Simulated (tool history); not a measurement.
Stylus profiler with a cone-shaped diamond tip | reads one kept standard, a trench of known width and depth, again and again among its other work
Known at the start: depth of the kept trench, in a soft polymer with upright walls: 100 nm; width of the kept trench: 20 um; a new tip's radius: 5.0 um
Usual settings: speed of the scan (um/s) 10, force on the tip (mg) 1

| run | day | speed of the scan (um/s) | force on the tip (mg) | depth of the trench (nm) | width of the trench's floor (um) |
|---|---|---|---|---|---|
| 1 | 0 | 10 | 1 | 100.54 | 17.7 |
| 2 | 0.908 | 10 | 1 | 100.61 | 17.73 |
| 3 | 1.508 | 10 | 1 | 100.71 | 17.69 |
| 4 | 2.017 | 10 | 1 | 100.72 | 17.71 |
| 5 | 2.5 | 10 | 1 | 100.68 | 17.66 |
| 6 | 3.408 | 10 | 1 | 100.63 | 17.73 |
| 7 | 4.212 | 10 | 1 | 100.61 | 17.67 |
| 8 | 5.2 | 10 | 0.38 | 100.27 | 17.62 |
| 9 | 5.658 | 10 | 1 | 100.65 | 17.64 |
| 10 | 6.233 | 10 | 1 | 100.56 | 17.63 |
| 11 | 7.117 | 10 | 1 | 100.56 | 17.62 |
| 12 | 7.688 | 10 | 1.92 | 101.03 | 17.66 |
| 13 | 8.346 | 10 | 1.92 | 101.03 | 17.62 |
| 14 | 8.883 | 27 | 1 | 100.62 | 17.48 |
| 15 | 9.842 | 27 | 1 | 100.51 | 17.5 |
| 16 | 10.45 | 27 | 1 | 100.54 | 17.46 |
| 17 | 11.171 | 27 | 1 | 100.59 | 17.47 |
| 18 | 11.812 | 16 | 1 | 100.63 | 17.53 |
| 19 | 12.633 | 10 | 1.92 | 101.12 | 17.55 |
| 20 | 13.154 | 10 | 1.92 | 101.01 | 17.58 |
| 21 | 14.092 | 22 | 0.8 | 100.46 | 17.42 |
| 22 | 14.679 | 11 | 1.73 | 100.88 | 17.55 |
| 23 | 15.546 | 33 | 1.21 | 100.63 | 17.43 |
| 24 | 16.479 | 10 | 1.31 | 100.76 | 17.54 |

Run 25 comes next. What will it give?
| 25 | 17.479 | 40 | 1.28 | ? | ? |

{"run 25": {"depth of the trench (nm)": 100.71, "width of the trench's floor (um)": 17.36}}
Without the tool's hidden state the same run would have given depth of the trench (nm) 100.97, width of the trench's floor (um) 17.79.
